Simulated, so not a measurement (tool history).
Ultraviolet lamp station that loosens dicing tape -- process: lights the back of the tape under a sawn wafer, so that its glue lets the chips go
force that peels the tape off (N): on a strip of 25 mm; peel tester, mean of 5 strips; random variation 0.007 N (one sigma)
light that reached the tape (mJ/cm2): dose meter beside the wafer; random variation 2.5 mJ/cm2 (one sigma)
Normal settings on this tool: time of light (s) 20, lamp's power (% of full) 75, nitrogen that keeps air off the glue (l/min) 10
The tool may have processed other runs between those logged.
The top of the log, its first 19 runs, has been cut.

run,day,time of light (s),lamp's power (% of full),nitrogen that keeps air off the glue (l/min),force that peels the tape off (N),light that reached the tape (mJ/cm2)
20,14.308,29,75,10,0.169,381
21,15.296,20,75,10,0.364,268
22,16.062,20,75,7,0.499,264
# day 16.204: window cleaned of glue's vapour
23,16.596,20,75,7,0.438,277
24,17.233,20,75,7,0.429,278
25,18.025,20,75,7,0.436,276
26,18.512,32,66,7,0.215,392
27,19.154,32,98,7,0.131,573
28,19.667,32,98,7,0.135,567
29,20.458,32,98,7,0.142,575
30,21.329,11,75,10,1.121,149
31,22.208,20,75,5,0.587,273
32,22.642,20,75,5,0.626,272
33,23.417,20,75,5,0.591,271
34,24.196,20,61,18,0.346,218
35,25.129,15,75,13,0.52,202
36,26.054,13,75,3,1.887,174
37,26.5,13,75,3,1.995,178
38,27.421,17,75,4,1.04,229
39,27.975,17,75,4,1.062,228
40,29.033,17,75,4,1.081,223
41,30.062,17,75,4,1.067,231
42,30.521,35,65,3,0.398,399
43,31.408,27,92,3,0.336,432

Here are 3 independent what-if runs from the current tool condition. What would each one return?
A,32.346,12,65,6,?,?
B,32.346,27,91,4,?,?
C,32.346,20,99,10,?,?

run,force that peels the tape off (N),light that reached the tape (mJ/cm2)
A,1.83,138
B,0.272,435
C,0.204,348
Without the tool's unlogged condition, the same runs would have read:
run,force that peels the tape off (N),light that reached the tape (mJ/cm2)
A,1.447,162
B,0.201,510
C,0.163,408
